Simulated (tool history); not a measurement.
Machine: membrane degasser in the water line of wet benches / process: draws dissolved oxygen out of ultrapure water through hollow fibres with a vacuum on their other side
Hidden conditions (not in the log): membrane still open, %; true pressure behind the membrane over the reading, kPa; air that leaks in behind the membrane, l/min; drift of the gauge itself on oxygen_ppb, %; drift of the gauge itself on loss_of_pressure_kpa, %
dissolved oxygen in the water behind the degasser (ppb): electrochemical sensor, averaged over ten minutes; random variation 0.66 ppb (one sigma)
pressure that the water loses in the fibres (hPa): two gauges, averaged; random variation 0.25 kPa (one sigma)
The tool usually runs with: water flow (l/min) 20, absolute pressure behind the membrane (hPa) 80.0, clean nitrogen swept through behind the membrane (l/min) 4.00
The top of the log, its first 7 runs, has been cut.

| run | day | water flow (l/min) | absolute pressure behind the membrane (hPa) | clean nitrogen swept through behind the membrane (l/min) | hours since the membrane was changed | hours since the vacuum gauge was calibrated | hours since the vacuum lines were made tight | dissolved oxygen in the water behind the degasser (ppb) | pressure that the water loses in the fibres (hPa) |
|---|---|---|---|---|---|---|---|---|---|
| 8 | 8.850 | 20 | 80.0 | 3.18 | 628 | 3213 | 4855 | 79.9 | 662.9 |
| 9 | 9.712 | 20 | 80.0 | 3.18 | 649 | 3234 | 4876 | 79.4 | 659.8 |
| 10 | 11.258 | 20 | 80.0 | 3.18 | 686 | 3271 | 4913 | 80.3 | 658.2 |
| 11 | 12.650 | 20 | 80.0 | 4.00 | 719 | 3304 | 4946 | 66.5 | 656.5 |
| 12 | 13.583 | 20 | 80.0 | 8.36 | 741 | 3327 | 4969 | 34.2 | 658.0 |
|  | 14.617 | vacuum gauge calibrated |
| 13 | 14.900 | 13 | 80.0 | 8.36 | 773 | 7 | 5000 | 19.9 | 432.1 |
| 14 | 15.858 | 27 | 80.0 | 4.00 | 796 | 30 | 5023 | 99.2 | 897.0 |
| 15 | 16.979 | 27 | 80.0 | 4.00 | 822 | 57 | 5050 | 99.2 | 889.3 |
|  | 17.617 | seals of the vacuum lines changed |
| 16 | 18.200 | 20 | 80.0 | 3.13 | 850 | 84 | 14 | 77.4 | 655.3 |
| 17 | 19.250 | 15 | 80.0 | 10.53 | 875 | 109 | 39 | 17.8 | 495.7 |
| 18 | 20.879 | 15 | 80.0 | 10.53 | 914 | 148 | 78 | 17.5 | 500.1 |
| 19 | 22.667 | 30 | 56.5 | 2.70 | 957 | 191 | 121 | 98.5 | 997.7 |
| 20 | 24.288 | 19 | 50.1 | 2.50 | 996 | 230 | 160 | 36.6 | 631.0 |
| 21 | 25.288 | 29 | 120.6 | 1.82 | 1020 | 254 | 184 | 342.8 | 966.5 |
| 22 | 26.150 | 28 | 134.4 | 1.82 | 1041 | 275 | 205 | 373.4 | 930.0 |
| 23 | 27.612 | 16 | 105.6 | 4.00 | 1076 | 310 | 240 | 72.3 | 529.9 |
| 24 | 28.908 | 16 | 105.6 | 4.00 | 1107 | 341 | 271 | 73.1 | 532.9 |
| 25 | 30.612 | 15 | 182.4 | 6.57 | 1148 | 382 | 312 | 84.7 | 497.7 |
| 26 | 31.842 | 25 | 98.5 | 5.70 | 1177 | 411 | 341 | 85.3 | 827.2 |
| 27 | 32.900 | 22 | 68.1 | 4.00 | 1203 | 437 | 367 | 56.0 | 729.2 |
| 28 | 34.058 | 25 | 56.9 | 8.97 | 1230 | 465 | 395 | 32.0 | 832.7 |
| 29 | 35.350 | 25 | 135.9 | 9.43 | 1261 | 496 | 426 | 82.7 | 829.2 |
| 30 | 36.479 | 25 | 135.9 | 9.43 | 1288 | 523 | 453 | 82.0 | 831.4 |
| 31 | 38.296 | 13 | 132.5 | 11.26 | 1332 | 566 | 496 | 29.5 | 430.4 |
| 32 | 39.404 | 14 | 49.5 | 4.79 | 1359 | 593 | 523 | 13.6 | 464.4 |

4 ways to go on from here, each from the tool as it stands after run 32. What would each give?
| A | 40.296 | 13 | 75.1 | 2.29 | 1380 | 614 | 544 | ? | ? |
| B | 40.296 | 14 | 109.9 | 4.79 | 1380 | 614 | 544 | ? | ? |
| C | 40.296 | 20 | 48.7 | 1.91 | 1380 | 614 | 544 | ? | ? |
| D | 40.296 | 31 | 100.9 | 4.00 | 1380 | 614 | 544 | ? | ? |

| run | dissolved oxygen in the water behind the degasser (ppb) | pressure that the water loses in the fibres (hPa) |
|---|---|---|
| A | 60.8 | 434.3 |
| B | 57.5 | 467.5 |
| C | 47.0 | 662.2 |
| D | 166.7 | 1032.3 |
With the hidden condition removed and each run's random variation left untouched, the same runs would have given:
| run | dissolved oxygen in the water behind the degasser (ppb) | pressure that the water loses in the fibres (hPa) |
|---|---|---|
| A | 59.4 | 427.6 |
| B | 56.5 | 460.3 |
| C | 44.7 | 652.0 |
| D | 161.9 | 1016.4 |
